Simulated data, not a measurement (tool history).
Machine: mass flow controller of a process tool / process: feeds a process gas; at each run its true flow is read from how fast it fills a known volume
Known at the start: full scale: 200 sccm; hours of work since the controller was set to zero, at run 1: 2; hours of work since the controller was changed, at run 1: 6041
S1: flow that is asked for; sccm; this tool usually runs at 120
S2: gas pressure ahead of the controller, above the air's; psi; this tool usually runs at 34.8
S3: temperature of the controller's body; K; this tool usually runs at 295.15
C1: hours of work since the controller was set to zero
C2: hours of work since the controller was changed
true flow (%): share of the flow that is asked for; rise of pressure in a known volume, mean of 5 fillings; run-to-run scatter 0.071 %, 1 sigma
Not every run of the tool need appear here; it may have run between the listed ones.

{"run": 1, "day": 0.0, "S1": 120, "S2": 34.8, "S3": 295.15, "C1": 2, "C2": 6041, "true flow (%)": 101.71}
{"run": 2, "day": 8.879, "S1": 21, "S2": 34.8, "S3": 295.15, "C1": 99, "C2": 6138, "true flow (%)": 101.49}
{"run": 3, "day": 18.838, "S1": 21, "S2": 34.8, "S3": 295.15, "C1": 208, "C2": 6247, "true flow (%)": 101.26}
{"day": 25.067, "done": "controller exchanged for a calibrated one"}
{"run": 4, "day": 30.117, "S1": 21, "S2": 34.8, "S3": 295.15, "C1": 55, "C2": 55, "true flow (%)": 100.22}
{"run": 5, "day": 42.683, "S1": 21, "S2": 34.8, "S3": 295.15, "C1": 192, "C2": 192, "true flow (%)": 100.15}
{"run": 6, "day": 51.262, "S1": 21, "S2": 34.8, "S3": 295.15, "C1": 286, "C2": 286, "true flow (%)": 100.15}
{"run": 7, "day": 59.475, "S1": 120, "S2": 34.8, "S3": 295.15, "C1": 376, "C2": 376, "true flow (%)": 100.55}
{"run": 8, "day": 68.071, "S1": 120, "S2": 34.8, "S3": 298.15, "C1": 470, "C2": 470, "true flow (%)": 100.25}
{"run": 9, "day": 77.979, "S1": 120, "S2": 34.8, "S3": 298.15, "C1": 578, "C2": 578, "true flow (%)": 100.33}
{"run": 10, "day": 92.438, "S1": 120, "S2": 34.8, "S3": 295.15, "C1": 736, "C2": 736, "true flow (%)": 100.61}
{"run": 11, "day": 103.754, "S1": 120, "S2": 34.8, "S3": 295.15, "C1": 860, "C2": 860, "true flow (%)": 100.73}
{"run": 12, "day": 110.904, "S1": 120, "S2": 34.8, "S3": 295.15, "C1": 938, "C2": 938, "true flow (%)": 100.75}
{"run": 13, "day": 117.217, "S1": 120, "S2": 34.8, "S3": 295.15, "C1": 1007, "C2": 1007, "true flow (%)": 100.63}
{"run": 14, "day": 127.271, "S1": 120, "S2": 34.8, "S3": 295.15, "C1": 1117, "C2": 1117, "true flow (%)": 100.52}
{"run": 15, "day": 134.825, "S1": 120, "S2": 34.8, "S3": 295.15, "C1": 1199, "C2": 1199, "true flow (%)": 100.65}
{"run": 16, "day": 145.558, "S1": 38, "S2": 34.8, "S3": 295.15, "C1": 1317, "C2": 1317, "true flow (%)": 100.16}
{"run": 17, "day": 160.358, "S1": 120, "S2": 34.8, "S3": 295.15, "C1": 1478, "C2": 1478, "true flow (%)": 100.79}
{"run": 18, "day": 172.258, "S1": 120, "S2": 34.8, "S3": 295.15, "C1": 1608, "C2": 1608, "true flow (%)": 100.77}
{"day": 173.521, "done": "controller's zero set anew"}
{"run": 19, "day": 182.0, "S1": 120, "S2": 34.8, "S3": 295.15, "C1": 93, "C2": 1715, "true flow (%)": 100.65}
{"run": 20, "day": 194.875, "S1": 120, "S2": 34.8, "S3": 295.15, "C1": 233, "C2": 1855, "true flow (%)": 100.63}
{"day": 198.092, "done": "controller's zero set anew, once more"}
{"run": 21, "day": 210.142, "S1": 120, "S2": 34.8, "S3": 295.15, "C1": 132, "C2": 2022, "true flow (%)": 100.98}
{"run": 22, "day": 225.454, "S1": 120, "S2": 34.8, "S3": 295.15, "C1": 299, "C2": 2189, "true flow (%)": 100.99}
{"run": 23, "day": 239.358, "S1": 120, "S2": 22.9, "S3": 295.15, "C1": 451, "C2": 2341, "true flow (%)": 100.56}
{"run": 24, "day": 246.825, "S1": 120, "S2": 22.9, "S3": 295.15, "C1": 533, "C2": 2423, "true flow (%)": 100.57}
{"run": 25, "day": 258.308, "S1": 191, "S2": 27.4, "S3": 297.15, "C1": 658, "C2": 2548, "true flow (%)": 100.82}
{"run": 26, "day": 265.954, "S1": 162, "S2": 36, "S3": 299.15, "C1": 742, "C2": 2632, "true flow (%)": 100.8}
{"run": 27, "day": 276.617, "S1": 162, "S2": 36, "S3": 299.15, "C1": 858, "C2": 2748, "true flow (%)": 100.72}
{"run": 28, "day": 289.988, "S1": 26, "S2": 28.6, "S3": 295.15, "C1": 1004, "C2": 2894, "true flow (%)": 100.13}
{"run": 29, "day": 298.212, "S1": 81, "S2": 38.9, "S3": 312.15, "C1": 1094, "C2": 2984, "true flow (%)": 99.34}
{"run": 30, "day": 312.221, "S1": 81, "S2": 38.9, "S3": 312.15, "C1": 1247, "C2": 3137, "true flow (%)": 99.28}
{"run": 31, "day": 321.55, "S1": 42, "S2": 34.8, "S3": 296.15, "C1": 1349, "C2": 3239, "true flow (%)": 100.5}
{"run": 32, "day": 336.729, "S1": 42, "S2": 34.8, "S3": 296.15, "C1": 1515, "C2": 3405, "true flow (%)": 100.56}
{"run": 33, "day": 349.092, "S1": 120, "S2": 37.4, "S3": 300.15, "C1": 1650, "C2": 3540, "true flow (%)": 100.85}
{"run": 34, "day": 363.675, "S1": 120, "S2": 37.4, "S3": 300.15, "C1": 1809, "C2": 3700, "true flow (%)": 100.89}
{"run": 35, "day": 373.179, "S1": 120, "S2": 37.4, "S3": 293.15, "C1": 1913, "C2": 3804, "true flow (%)": 101.48}
{"run": 36, "day": 379.783, "S1": 21, "S2": 37.4, "S3": 293.15, "C1": 1985, "C2": 3876, "true flow (%)": 99.94}
{"run": 37, "day": 395.162, "S1": 83, "S2": 27.7, "S3": 293.15, "C1": 2154, "C2": 4044, "true flow (%)": 100.99}
{"run": 38, "day": 405.467, "S1": 83, "S2": 27.7, "S3": 293.15, "C1": 2266, "C2": 4156, "true flow (%)": 101}
{"run": 39, "day": 412.046, "S1": 36, "S2": 34.8, "S3": 295.15, "C1": 2338, "C2": 4228, "true flow (%)": 100.28}
{"run": 40, "day": 422.829, "S1": 28, "S2": 34.8, "S3": 296.15, "C1": 2456, "C2": 4346, "true flow (%)": 99.77}
{"run": 41, "day": 435.296, "S1": 35, "S2": 20.3, "S3": 306.15, "C1": 2592, "C2": 4482, "true flow (%)": 98.56}
{"run": 42, "day": 445.671, "S1": 43, "S2": 37, "S3": 307.15, "C1": 2705, "C2": 4596, "true flow (%)": 99.37}
{"run": 43, "day": 460.583, "S1": 77, "S2": 37, "S3": 313.15, "C1": 2868, "C2": 4759, "true flow (%)": 99.42}
{"run": 44, "day": 472.225, "S1": 118, "S2": 25.4, "S3": 310.15, "C1": 2996, "C2": 4886, "true flow (%)": 99.57}
{"run": 45, "day": 482.158, "S1": 84, "S2": 29.9, "S3": 299.15, "C1": 3104, "C2": 4994, "true flow (%)": 100.51}
{"run": 46, "day": 493.579, "S1": 120, "S2": 35.7, "S3": 301.15, "C1": 3229, "C2": 5119, "true flow (%)": 100.92}
{"run": 47, "day": 504.075, "S1": 120, "S2": 23.1, "S3": 295.15, "C1": 3344, "C2": 5234, "true flow (%)": 101.04}

Results for each run, recomputed without the tool's hidden state and with each run's random variation untouched:
Unlogged tool condition in this case: flow at rest that the sensor doesn't see, % of full scale; true flow over the shown one, %; drift of the gauge itself on true_pct, %.
run=1 true_flow_(%)=100.26
run=2 true_flow_(%)=100.09
run=3 true_flow_(%)=99.9
run=4 true_flow_(%)=100.05
run=5 true_flow_(%)=100.03
run=6 true_flow_(%)=100.07
run=7 true_flow_(%)=100.29
run=8 true_flow_(%)=99.97
run=9 true_flow_(%)=100.04
run=10 true_flow_(%)=100.3
run=11 true_flow_(%)=100.4
run=12 true_flow_(%)=100.4
run=13 true_flow_(%)=100.27
run=14 true_flow_(%)=100.14
run=15 true_flow_(%)=100.26
run=16 true_flow_(%)=100.09
run=17 true_flow_(%)=100.35
run=18 true_flow_(%)=100.32
run=19 true_flow_(%)=100.24
run=20 true_flow_(%)=100.2
run=21 true_flow_(%)=100.29
run=22 true_flow_(%)=100.28
run=23 true_flow_(%)=99.83
run=24 true_flow_(%)=99.82
run=25 true_flow_(%)=100.01
run=26 true_flow_(%)=99.99
run=27 true_flow_(%)=99.9
run=28 true_flow_(%)=99.92
run=29 true_flow_(%)=98.6
run=30 true_flow_(%)=98.53
run=31 true_flow_(%)=100.03
run=32 true_flow_(%)=100.1
run=33 true_flow_(%)=99.95
run=34 true_flow_(%)=99.96
run=35 true_flow_(%)=100.54
run=36 true_flow_(%)=100.32
run=37 true_flow_(%)=100.15
run=38 true_flow_(%)=100.14
run=39 true_flow_(%)=100.04
run=40 true_flow_(%)=99.87
run=41 true_flow_(%)=98.39
run=42 true_flow_(%)=98.97
run=43 true_flow_(%)=98.55
run=44 true_flow_(%)=98.48
run=45 true_flow_(%)=99.58
run=46 true_flow_(%)=99.78
run=47 true_flow_(%)=99.88
